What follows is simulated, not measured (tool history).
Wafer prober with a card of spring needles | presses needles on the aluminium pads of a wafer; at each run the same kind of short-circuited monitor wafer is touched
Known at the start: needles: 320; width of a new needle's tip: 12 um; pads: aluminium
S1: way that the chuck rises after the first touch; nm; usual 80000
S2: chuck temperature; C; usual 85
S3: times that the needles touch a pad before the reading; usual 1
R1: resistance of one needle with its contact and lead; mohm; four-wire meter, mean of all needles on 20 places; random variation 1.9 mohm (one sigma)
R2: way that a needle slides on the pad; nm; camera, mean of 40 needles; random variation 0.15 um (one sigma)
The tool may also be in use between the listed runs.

run 1 hour=0.0 | S1=80000 S2=85 S3=1 | R1=205 R2=14590
-- hour=8.0 tips cleaned on abrasive film
run 2 hour=12.0 | S1=80000 S2=85 S3=1 | R1=205 R2=14360
-- hour=17.1 tips cleaned on abrasive film
run 3 hour=21.2 | S1=63000 S2=85 S3=1 | R1=212 R2=10910
-- hour=27.1 tips cleaned on abrasive film
run 4 hour=35.7 | S1=63000 S2=85 S3=1 | R1=219 R2=11150
-- hour=36.8 tips cleaned on abrasive film
run 5 hour=42.9 | S1=63000 S2=85 S3=1 | R1=219 R2=11240
-- hour=46.2 tips cleaned on abrasive film
run 6 hour=50.4 | S1=80000 S2=85 S3=1 | R1=204 R2=14360
-- hour=55.5 tips cleaned on abrasive film
run 7 hour=63.2 | S1=80000 S2=85 S3=1 | R1=209 R2=14350
-- hour=65.4 tips cleaned on abrasive film
run 8 hour=73.5 | S1=76000 S2=85 S3=1 | R1=213 R2=13530
-- hour=75.6 tips cleaned on abrasive film
run 9 hour=80.1 | S1=76000 S2=85 S3=1 | R1=208 R2=13280
-- hour=85.5 tips cleaned on abrasive film
-- hour=95.0 tips cleaned on abrasive film
run 10 hour=95.0 | S1=76000 S2=85 S3=1 | R1=201 R2=13260
-- hour=104.1 tips cleaned on abrasive film
run 11 hour=105.1 | S1=68000 S2=85 S3=1 | R1=208 R2=12060
run 12 hour=112.8 | S1=68000 S2=85 S3=1 | R1=219 R2=11840
-- hour=114.1 tips cleaned on abrasive film
-- hour=123.3 tips cleaned on abrasive film
run 13 hour=127.5 | S1=80000 S2=85 S3=1 | R1=206 R2=14410
-- hour=132.9 tips cleaned on abrasive film
run 14 hour=139.8 | S1=80000 S2=85 S3=1 | R1=213 R2=14160
-- hour=142.5 tips cleaned on abrasive film
-- hour=152.5 tips cleaned on abrasive film
run 15 hour=153.2 | S1=80000 S2=85 S3=1 | R1=204 R2=13770
-- hour=161.9 tips cleaned on abrasive film
run 16 hour=161.9 | S1=80000 S2=40 S3=1 | R1=187 R2=13850
-- hour=171.5 tips cleaned on abrasive film
run 17 hour=174.6 | S1=77000 S2=83 S3=2 | R1=200 R2=13370
-- hour=181.0 tips cleaned on abrasive film
run 18 hour=187.2 | S1=69000 S2=63 S3=1 | R1=212 R2=11880
-- hour=190.5 tips cleaned on abrasive film
run 19 hour=194.8 | S1=63000 S2=46 S3=2 | R1=198 R2=10670
-- hour=200.3 tips cleaned on abrasive film
run 20 hour=209.1 | S1=79000 S2=85 S3=1 | R1=214 R2=14060
-- hour=210.3 tips cleaned on abrasive film
run 21 hour=217.4 | S1=74000 S2=36 S3=1 | R1=207 R2=12780
-- hour=219.6 tips cleaned on abrasive film
run 22 hour=227.3 | S1=63000 S2=40 S3=1 | R1=218 R2=10660
-- hour=229.2 tips cleaned on abrasive film
run 23 hour=237.6 | S1=80000 S2=47 S3=1 | R1=202 R2=13740
-- hour=238.7 tips cleaned on abrasive film
-- hour=247.8 tips cleaned on abrasive film
run 24 hour=251.9 | S1=80000 S2=47 S3=1 | R1=198 R2=13530
-- hour=257.2 tips cleaned on abrasive film
-- hour=266.3 tips cleaned on abrasive film
run 25 hour=266.3 | S1=95000 S2=47 S3=1 | R1=189 R2=16460
run 26 hour=273.6 | S1=95000 S2=47 S3=1 | R1=201 R2=16760
-- hour=275.9 tips cleaned on abrasive film
run 27 hour=283.6 | S1=95000 S2=47 S3=1 | R1=202 R2=16740
-- hour=285.7 tips cleaned on abrasive film
run 28 hour=291.8 | S1=71000 S2=35 S3=2 | R1=200 R2=12030
-- hour=295.4 tips cleaned on abrasive film
-- hour=305.0 tips cleaned on abrasive film
run 29 hour=306.1 | S1=92000 S2=35 S3=1 | R1=188 R2=15970
-- hour=314.7 tips cleaned on abrasive film
run 30 hour=315.9 | S1=71000 S2=59 S3=1 | R1=200 R2=11990
-- hour=323.9 tips cleaned on abrasive film
run 31 hour=323.9 | S1=92000 S2=32 S3=2 | R1=186 R2=15610

3 ways to go on from here, each from the tool as it stands after run 31. What would each give?
run A hour=331.5 | S1=92000 S2=32 S3=1 | R1=? R2=?
run B hour=331.5 | S1=62000 S2=62 S3=2 | R1=? R2=?
run C hour=331.5 | S1=85000 S2=32 S3=1 | R1=? R2=?

run=A R1=200 R2=16030
run=B R1=214 R2=10380
run=C R1=197 R2=14880
Without the tool's hidden state the same runs would have given:
run=A R1=186 R2=17120
run=B R1=195 R2=11470
run=C R1=181 R2=15970
